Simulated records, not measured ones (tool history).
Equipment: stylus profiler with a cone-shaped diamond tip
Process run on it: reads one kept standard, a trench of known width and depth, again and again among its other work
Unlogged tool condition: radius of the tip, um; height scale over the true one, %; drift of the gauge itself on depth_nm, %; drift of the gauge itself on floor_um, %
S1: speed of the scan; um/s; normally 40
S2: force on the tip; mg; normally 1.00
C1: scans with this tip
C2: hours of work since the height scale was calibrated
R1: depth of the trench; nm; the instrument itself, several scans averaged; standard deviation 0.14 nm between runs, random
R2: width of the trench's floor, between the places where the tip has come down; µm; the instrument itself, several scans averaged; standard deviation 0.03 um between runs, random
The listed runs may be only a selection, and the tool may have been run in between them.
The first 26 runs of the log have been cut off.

{"run": 27, "day": 17.204, "S1": 144, "S2": 0.72, "C1": 441, "C2": 44, "R1": 501.62, "R2": 96.77}
{"run": 28, "day": 18.054, "S1": 60, "S2": 1.0, "C1": 540, "C2": 54, "R1": 502.19, "R2": 97.13}
{"run": 29, "day": 18.838, "S1": 126, "S2": 0.57, "C1": 632, "C2": 63, "R1": 501.09, "R2": 96.79}
{"run": 30, "day": 19.358, "S1": 40, "S2": 1.01, "C1": 693, "C2": 70, "R1": 502.41, "R2": 97.17}
{"run": 31, "day": 20.008, "S1": 32, "S2": 2.29, "C1": 769, "C2": 77, "R1": 503.79, "R2": 97.17}
{"run": 32, "day": 20.633, "S1": 32, "S2": 2.56, "C1": 842, "C2": 84, "R1": 504.28, "R2": 97.22}
{"run": 33, "day": 21.104, "S1": 32, "S2": 2.56, "C1": 897, "C2": 90, "R1": 504.04, "R2": 97.23}
{"run": 34, "day": 21.529, "S1": 26, "S2": 0.45, "C1": 947, "C2": 95, "R1": 501.01, "R2": 97.11}
{"run": 35, "day": 21.892, "S1": 112, "S2": 0.72, "C1": 989, "C2": 99, "R1": 501.36, "R2": 96.84}
{"run": 36, "day": 22.779, "S1": 112, "S2": 0.72, "C1": 1093, "C2": 110, "R1": 501.47, "R2": 96.86}
{"run": 37, "day": 23.542, "S1": 49, "S2": 0.67, "C1": 1182, "C2": 119, "R1": 501.63, "R2": 96.99}
{"run": 38, "day": 24.4, "S1": 33, "S2": 1.25, "C1": 1283, "C2": 129, "R1": 502.47, "R2": 97.05}
{"run": 39, "day": 24.954, "S1": 20, "S2": 2.54, "C1": 1347, "C2": 135, "R1": 503.8, "R2": 97.21}
{"run": 40, "day": 25.654, "S1": 19, "S2": 0.76, "C1": 1429, "C2": 143, "R1": 501.39, "R2": 97.1}
{"run": 41, "day": 26.258, "S1": 19, "S2": 0.76, "C1": 1500, "C2": 150, "R1": 501.5, "R2": 97.08}
{"run": 42, "day": 26.675, "S1": 56, "S2": 0.57, "C1": 1548, "C2": 155, "R1": 501.06, "R2": 96.92}
{"run": 43, "day": 27.171, "S1": 33, "S2": 0.85, "C1": 1607, "C2": 161, "R1": 501.53, "R2": 97.01}
{"run": 44, "day": 27.888, "S1": 33, "S2": 0.85, "C1": 1690, "C2": 170, "R1": 501.46, "R2": 97.04}

Forecast each of these 3 alternatives for the next run:
{"run": "A", "day": 28.688, "S1": 114, "S2": 0.34, "C1": 1784, "C2": 179, "R1": "?", "R2": "?"}
{"run": "B", "day": 28.688, "S1": 33, "S2": 0.74, "C1": 1784, "C2": 179, "R1": "?", "R2": "?"}
{"run": "C", "day": 28.688, "S1": 81, "S2": 0.38, "C1": 1784, "C2": 179, "R1": "?", "R2": "?"}

run=A R1=500.55 R2=96.56
run=B R1=501.17 R2=97.02
run=C R1=500.66 R2=96.73
Without the tool's hidden state the same runs would have given:
run=A R1=501.12 R2=96.81
run=B R1=501.75 R2=97.27
run=C R1=501.24 R2=96.98
